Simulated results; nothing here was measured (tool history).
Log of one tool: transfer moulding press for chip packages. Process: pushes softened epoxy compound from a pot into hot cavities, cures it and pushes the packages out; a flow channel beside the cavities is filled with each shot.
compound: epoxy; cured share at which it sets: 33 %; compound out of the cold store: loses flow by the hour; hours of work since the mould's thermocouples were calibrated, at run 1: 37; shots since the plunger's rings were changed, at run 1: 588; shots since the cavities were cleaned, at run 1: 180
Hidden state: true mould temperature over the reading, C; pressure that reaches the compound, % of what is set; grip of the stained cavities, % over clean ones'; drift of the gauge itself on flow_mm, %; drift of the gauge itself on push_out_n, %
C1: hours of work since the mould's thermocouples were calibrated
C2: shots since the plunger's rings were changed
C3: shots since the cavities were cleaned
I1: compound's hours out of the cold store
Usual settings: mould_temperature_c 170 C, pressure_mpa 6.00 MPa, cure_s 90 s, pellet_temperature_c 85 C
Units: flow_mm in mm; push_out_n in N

run 1 hour=0.0 | mould_temperature_c=170 pressure_mpa=6.00 cure_s=90 pellet_temperature_c=85 | C1=37 C2=588 C3=180 | I1=14.1 | flow_mm=1007 push_out_n=516
run 2 hour=12.0 | mould_temperature_c=170 pressure_mpa=6.00 cure_s=90 pellet_temperature_c=84 | C1=43 C2=716 C3=308 | I1=33.5 | flow_mm=949 push_out_n=571
-- hour=23.7 cavities cleaned with cleaning compound and waxed
run 3 hour=37.6 | mould_temperature_c=170 pressure_mpa=4.89 cure_s=90 pellet_temperature_c=85 | C1=55 C2=973 C3=149 | I1=9.7 | flow_mm=912 push_out_n=743
-- hour=64.4 cavities cleaned with cleaning compound and waxed
run 4 hour=66.4 | mould_temperature_c=170 pressure_mpa=6.00 cure_s=98 pellet_temperature_c=85 | C1=68 C2=1264 C3=21 | I1=17.0 | flow_mm=984 push_out_n=347
run 5 hour=88.9 | mould_temperature_c=170 pressure_mpa=6.00 cure_s=98 pellet_temperature_c=85 | C1=79 C2=1504 C3=261 | I1=15.8 | flow_mm=992 push_out_n=470
-- hour=104.3 cavities cleaned with cleaning compound and waxed
run 6 hour=114.5 | mould_temperature_c=170 pressure_mpa=6.00 cure_s=98 pellet_temperature_c=85 | C1=91 C2=1761 C3=108 | I1=39.8 | flow_mm=917 push_out_n=387
run 7 hour=131.6 | mould_temperature_c=170 pressure_mpa=6.00 cure_s=98 pellet_temperature_c=85 | C1=100 C2=1943 C3=290 | I1=32.5 | flow_mm=937 push_out_n=476
-- hour=145.0 cavities cleaned with cleaning compound and waxed
run 8 hour=152.6 | mould_temperature_c=170 pressure_mpa=6.00 cure_s=90 pellet_temperature_c=85 | C1=109 C2=2151 C3=81 | I1=9.7 | flow_mm=999 push_out_n=454
-- hour=164.4 cavities cleaned with cleaning compound and waxed, once more
run 9 hour=174.8 | mould_temperature_c=170 pressure_mpa=6.00 cure_s=90 pellet_temperature_c=85 | C1=120 C2=2372 C3=111 | I1=13.2 | flow_mm=986 push_out_n=489
run 10 hour=191.5 | mould_temperature_c=170 pressure_mpa=6.00 cure_s=90 pellet_temperature_c=85 | C1=128 C2=2550 C3=289 | I1=34.7 | flow_mm=925 push_out_n=554
-- hour=205.0 cavities cleaned with cleaning compound and waxed
run 11 hour=218.8 | mould_temperature_c=170 pressure_mpa=6.00 cure_s=90 pellet_temperature_c=85 | C1=141 C2=2825 C3=147 | I1=34.0 | flow_mm=921 push_out_n=495
-- hour=246.6 cavities cleaned with cleaning compound and waxed
run 12 hour=248.5 | mould_temperature_c=170 pressure_mpa=6.00 cure_s=90 pellet_temperature_c=86 | C1=155 C2=3126 C3=20 | I1=23.2 | flow_mm=953 push_out_n=392
-- hour=264.8 plunger's sealing rings changed
run 13 hour=267.2 | mould_temperature_c=170 pressure_mpa=6.00 cure_s=90 pellet_temperature_c=86 | C1=163 C2=26 C3=193 | I1=20.6 | flow_mm=992 push_out_n=527
run 14 hour=279.3 | mould_temperature_c=170 pressure_mpa=6.00 cure_s=90 pellet_temperature_c=86 | C1=169 C2=155 C3=322 | I1=9.2 | flow_mm=1027 push_out_n=597
-- hour=289.8 cavities cleaned with cleaning compound and waxed
run 15 hour=306.9 | mould_temperature_c=171 pressure_mpa=5.87 cure_s=100 pellet_temperature_c=75 | C1=182 C2=433 C3=183 | I1=41.5 | flow_mm=916 push_out_n=424
-- hour=330.6 cavities cleaned with cleaning compound and waxed
run 16 hour=335.5 | mould_temperature_c=171 pressure_mpa=5.87 cure_s=100 pellet_temperature_c=75 | C1=195 C2=722 C3=52 | I1=32.0 | flow_mm=938 push_out_n=347
run 17 hour=354.9 | mould_temperature_c=171 pressure_mpa=5.87 cure_s=100 pellet_temperature_c=75 | C1=205 C2=929 C3=259 | I1=43.2 | flow_mm=908 push_out_n=419
-- hour=370.8 cavities cleaned with cleaning compound and waxed
run 18 hour=381.5 | mould_temperature_c=171 pressure_mpa=5.87 cure_s=100 pellet_temperature_c=75 | C1=217 C2=1197 C3=115 | I1=10.8 | flow_mm=998 push_out_n=391
run 19 hour=401.3 | mould_temperature_c=173 pressure_mpa=6.00 cure_s=90 pellet_temperature_c=84 | C1=227 C2=1408 C3=326 | I1=20.2 | flow_mm=967 push_out_n=492
-- hour=411.5 cavities cleaned with cleaning compound and waxed
run 20 hour=431.2 | mould_temperature_c=173 pressure_mpa=6.00 cure_s=90 pellet_temperature_c=84 | C1=241 C2=1711 C3=211 | I1=40.0 | flow_mm=905 push_out_n=420
-- hour=453.6 cavities cleaned with cleaning compound and waxed
run 21 hour=459.9 | mould_temperature_c=162 pressure_mpa=6.10 cure_s=77 pellet_temperature_c=88 | C1=254 C2=2001 C3=67 | I1=26.2 | flow_mm=1005 push_out_n=1090
run 22 hour=476.5 | mould_temperature_c=169 pressure_mpa=6.00 cure_s=75 pellet_temperature_c=75 | C1=263 C2=2178 C3=244 | I1=13.0 | flow_mm=993 push_out_n=977
-- hour=495.3 cavities cleaned with cleaning compound and waxed
run 23 hour=503.8 | mould_temperature_c=168 pressure_mpa=4.89 cure_s=71 pellet_temperature_c=81 | C1=275 C2=2453 C3=91 | I1=24.3 | flow_mm=870 push_out_n=985
run 24 hour=526.5 | mould_temperature_c=162 pressure_mpa=6.00 cure_s=124 pellet_temperature_c=85 | C1=287 C2=2695 C3=333 | I1=33.8 | flow_mm=961 push_out_n=588
-- hour=536.3 cavities cleaned with cleaning compound and waxed
run 25 hour=548.2 | mould_temperature_c=175 pressure_mpa=5.34 cure_s=90 pellet_temperature_c=81 | C1=297 C2=2911 C3=128 | I1=11.2 | flow_mm=915 push_out_n=376
run 26 hour=560.9 | mould_temperature_c=170 pressure_mpa=6.00 cure_s=90 pellet_temperature_c=82 | C1=303 C2=3046 C3=263 | I1=42.2 | flow_mm=902 push_out_n=561
-- hour=577.5 cavities cleaned with cleaning compound and waxed
-- hour=585.4 plunger's sealing rings changed
run 27 hour=589.4 | mould_temperature_c=170 pressure_mpa=6.00 cure_s=90 pellet_temperature_c=82 | C1=315 C2=42 C3=100 | I1=25.5 | flow_mm=980 push_out_n=478

Forecast each of these 5 alternatives for the next run:
run A hour=602.1 | mould_temperature_c=173 pressure_mpa=5.65 cure_s=81 pellet_temperature_c=85 | C1=321 C2=178 C3=236 | I1=20.8 | flow_mm=? push_out_n=?
run B hour=602.1 | mould_temperature_c=172 pressure_mpa=6.00 cure_s=119 pellet_temperature_c=83 | C1=321 C2=178 C3=236 | I1=17.8 | flow_mm=? push_out_n=?
run C hour=602.1 | mould_temperature_c=170 pressure_mpa=6.35 cure_s=110 pellet_temperature_c=85 | C1=321 C2=178 C3=236 | I1=15.8 | flow_mm=? push_out_n=?
run D hour=602.1 | mould_temperature_c=169 pressure_mpa=6.61 cure_s=86 pellet_temperature_c=85 | C1=321 C2=178 C3=236 | I1=9.8 | flow_mm=? push_out_n=?
run E hour=602.1 | mould_temperature_c=170 pressure_mpa=6.00 cure_s=115 pellet_temperature_c=85 | C1=321 C2=178 C3=236 | I1=11.1 | flow_mm=? push_out_n=?

run=A flow_mm=947 push_out_n=556
run=B flow_mm=998 push_out_n=370
run=C flow_mm=1038 push_out_n=427
run=D flow_mm=1085 push_out_n=704
run=E flow_mm=1019 push_out_n=420
Without the tool's hidden state the same runs would have given:
run=A flow_mm=946 push_out_n=365
run=B flow_mm=997 push_out_n=257
run=C flow_mm=1037 push_out_n=289
run=D flow_mm=1084 push_out_n=465
run=E flow_mm=1018 push_out_n=288
